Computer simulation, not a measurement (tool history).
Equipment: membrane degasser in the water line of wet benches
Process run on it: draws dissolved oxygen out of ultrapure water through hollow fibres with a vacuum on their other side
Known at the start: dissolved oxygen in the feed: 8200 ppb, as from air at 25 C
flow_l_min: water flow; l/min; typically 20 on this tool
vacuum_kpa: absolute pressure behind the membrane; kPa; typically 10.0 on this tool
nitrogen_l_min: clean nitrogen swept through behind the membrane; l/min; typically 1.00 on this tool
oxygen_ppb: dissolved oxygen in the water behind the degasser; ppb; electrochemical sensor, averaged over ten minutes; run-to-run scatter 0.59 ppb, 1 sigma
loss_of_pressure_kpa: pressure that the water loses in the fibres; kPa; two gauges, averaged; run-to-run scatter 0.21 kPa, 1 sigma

{"run": 1, "day": 0.0, "flow_l_min": 20, "vacuum_kpa": 10.0, "nitrogen_l_min": 1.0, "oxygen_ppb": 300.4, "loss_of_pressure_kpa": 49.45}
{"run": 2, "day": 1.821, "flow_l_min": 20, "vacuum_kpa": 10.0, "nitrogen_l_min": 1.0, "oxygen_ppb": 301.4, "loss_of_pressure_kpa": 49.51}
{"run": 3, "day": 3.975, "flow_l_min": 12, "vacuum_kpa": 10.0, "nitrogen_l_min": 1.0, "oxygen_ppb": 190.3, "loss_of_pressure_kpa": 29.57}
{"run": 4, "day": 5.567, "flow_l_min": 31, "vacuum_kpa": 10.0, "nitrogen_l_min": 1.0, "oxygen_ppb": 447.6, "loss_of_pressure_kpa": 76.53}
{"run": 5, "day": 7.138, "flow_l_min": 27, "vacuum_kpa": 10.0, "nitrogen_l_min": 1.0, "oxygen_ppb": 394.9, "loss_of_pressure_kpa": 67.02}
{"run": 6, "day": 8.317, "flow_l_min": 27, "vacuum_kpa": 10.0, "nitrogen_l_min": 1.0, "oxygen_ppb": 395.1, "loss_of_pressure_kpa": 66.9}
{"run": 7, "day": 10.271, "flow_l_min": 20, "vacuum_kpa": 10.0, "nitrogen_l_min": 1.0, "oxygen_ppb": 301.7, "loss_of_pressure_kpa": 49.63}
{"run": 8, "day": 12.588, "flow_l_min": 20, "vacuum_kpa": 10.0, "nitrogen_l_min": 1.0, "oxygen_ppb": 301.7, "loss_of_pressure_kpa": 49.86}
{"run": 9, "day": 13.65, "flow_l_min": 20, "vacuum_kpa": 10.0, "nitrogen_l_min": 1.0, "oxygen_ppb": 302.8, "loss_of_pressure_kpa": 49.32}
{"run": 10, "day": 15.238, "flow_l_min": 20, "vacuum_kpa": 8.5, "nitrogen_l_min": 1.0, "oxygen_ppb": 238.0, "loss_of_pressure_kpa": 49.56}
{"run": 11, "day": 17.425, "flow_l_min": 18, "vacuum_kpa": 10.0, "nitrogen_l_min": 2.15, "oxygen_ppb": 139.1, "loss_of_pressure_kpa": 44.6}
{"run": 12, "day": 19.412, "flow_l_min": 20, "vacuum_kpa": 10.0, "nitrogen_l_min": 0.41, "oxygen_ppb": 607.2, "loss_of_pressure_kpa": 49.62}
{"run": 13, "day": 21.075, "flow_l_min": 20, "vacuum_kpa": 10.0, "nitrogen_l_min": 0.41, "oxygen_ppb": 606.9, "loss_of_pressure_kpa": 49.41}

Alternative continuations, all from the tool just after run 13; predict every row:
{"run": "A", "day": 23.25, "flow_l_min": 26, "vacuum_kpa": 10.0, "nitrogen_l_min": 0.41, "oxygen_ppb": "?", "loss_of_pressure_kpa": "?"}
{"run": "B", "day": 23.25, "flow_l_min": 20, "vacuum_kpa": 9.8, "nitrogen_l_min": 1.0, "oxygen_ppb": "?", "loss_of_pressure_kpa": "?"}
{"run": "C", "day": 23.25, "flow_l_min": 14, "vacuum_kpa": 10.0, "nitrogen_l_min": 0.62, "oxygen_ppb": "?", "loss_of_pressure_kpa": "?"}
{"run": "D", "day": 23.25, "flow_l_min": 28, "vacuum_kpa": 16.5, "nitrogen_l_min": 0.92, "oxygen_ppb": "?", "loss_of_pressure_kpa": "?"}

run=A oxygen_ppb=733.1 loss_of_pressure_kpa=64.65
run=B oxygen_ppb=293.2 loss_of_pressure_kpa=50.05
run=C oxygen_ppb=331.7 loss_of_pressure_kpa=34.81
run=D oxygen_ppb=800.7 loss_of_pressure_kpa=69.52
With the hidden condition removed and each run's random variation left untouched, the same runs would have given:
run=A oxygen_ppb=731.2 loss_of_pressure_kpa=62.67
run=B oxygen_ppb=289.3 loss_of_pressure_kpa=48.52
run=C oxygen_ppb=327.5 loss_of_pressure_kpa=33.73
run=D oxygen_ppb=794.4 loss_of_pressure_kpa=67.39
